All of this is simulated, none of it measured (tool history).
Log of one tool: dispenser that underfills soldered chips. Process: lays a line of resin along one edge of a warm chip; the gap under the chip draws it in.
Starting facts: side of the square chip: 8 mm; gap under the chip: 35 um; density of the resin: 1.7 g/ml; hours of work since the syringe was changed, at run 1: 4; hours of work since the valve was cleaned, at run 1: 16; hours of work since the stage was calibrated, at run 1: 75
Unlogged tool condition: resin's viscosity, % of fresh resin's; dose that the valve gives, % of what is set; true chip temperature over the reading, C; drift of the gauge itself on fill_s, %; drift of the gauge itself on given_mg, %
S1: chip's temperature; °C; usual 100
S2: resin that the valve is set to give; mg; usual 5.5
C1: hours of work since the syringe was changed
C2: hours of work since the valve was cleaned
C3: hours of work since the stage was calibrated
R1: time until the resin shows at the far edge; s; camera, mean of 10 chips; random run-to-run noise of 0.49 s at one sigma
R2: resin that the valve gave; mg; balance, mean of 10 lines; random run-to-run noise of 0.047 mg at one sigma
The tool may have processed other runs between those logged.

run,day,S1,S2,C1,C2,C3,R1,R2
1,0,100,5.5,4,16,75,47.2,5.54
# day 0.104: new syringe of resin
2,0.121,90,5.5,0,18,76,60.1,5.38
3,0.279,90,5.5,3,21,79,68.3,5.47
4,0.421,90,5.5,6,23,82,76.5,5.45
# day 0.442: new syringe of resin
5,0.633,90,5.5,3,27,85,69.9,5.42
# day 0.796: new syringe of resin
6,0.838,90,5.07,1,30,89,61.9,5.07
7,0.983,90,5.07,3,33,91,70.1,4.95
# day 1.138: new syringe of resin
8,1.154,90,5.07,0,36,94,60.2,5.05
9,1.304,100,5.5,3,38,97,44.4,5.4
10,1.412,100,5.5,5,40,99,47.9,5.37
# day 1.475: new syringe of resin
11,1.517,100,5.5,1,42,100,39.3,5.39
12,1.633,100,5.5,3,44,103,43,5.36
13,1.721,100,5.5,4,45,104,46.6,5.44
# day 1.825: new syringe of resin
14,1.904,100,5.5,1,48,107,40.8,5.41
15,2.038,100,5.5,4,51,110,46.5,5.38
# day 2.171: new syringe of resin
16,2.196,100,5.5,0,53,112,39.1,5.34
17,2.4,106,5.5,4,57,116,37.7,5.35
18,2.483,106,5.5,6,59,117,39.6,5.32
# day 2.512: new syringe of resin
19,2.621,106,6.09,2,61,119,32.1,5.98
20,2.733,104,5.13,4,63,121,41.3,4.97
# day 2.867: new syringe of resin
21,2.925,104,5.13,1,66,125,35.5,4.95
22,3.129,98,6.47,5,70,128,52.9,6.29
# day 3.204: new syringe of resin
23,3.321,98,6.47,2,73,131,45.2,6.37
24,3.446,98,6.47,4,75,134,50.4,6.34
# day 3.55: new syringe of resin
25,3.625,98,6.09,1,78,137,42.9,5.87
26,3.821,100,5.31,5,81,140,49.2,5.18
# day 3.904: new syringe of resin
27,3.988,91,6.38,1,84,143,61.1,6.1
28,4.162,91,6.38,5,87,146,70.7,6.1
# day 4.25: new syringe of resin
29,4.3,91,6.38,1,90,148,58.9,6.08
30,4.5,91,6.38,4,93,152,68.7,6.15
# day 4.6: new syringe of resin
31,4.604,91,6.38,0,95,153,55.4,6.17
32,4.8,96,7.08,4,98,157,52.6,6.81
# day 4.95: new syringe of resin
33,5.012,113,6.1,1,102,161,23.6,5.84
34,5.204,86,6.34,4,105,164,86.5,6.12
# day 5.292: new syringe of resin
35,5.371,106,5.74,1,108,167,32.2,5.51
36,5.483,106,5.74,3,110,169,35.4,5.45

What if the next run were any one of these 4? Each begins from the tool's condition after run 36:
A,5.583,107,5.74,5,112,170,?,?
B,5.583,99,5.66,5,112,170,?,?
C,5.583,112,5.25,5,112,170,?,?
D,5.583,107,5.65,5,112,170,?,?

run,R1,R2
A,38.2,5.48
B,52.2,5.42
C,31.1,5.03
D,38.4,5.5
Without the tool's hidden state the same runs would have given:
run,R1,R2
A,29.1,5.74
B,39.5,5.68
C,23.5,5.26
D,29.2,5.76
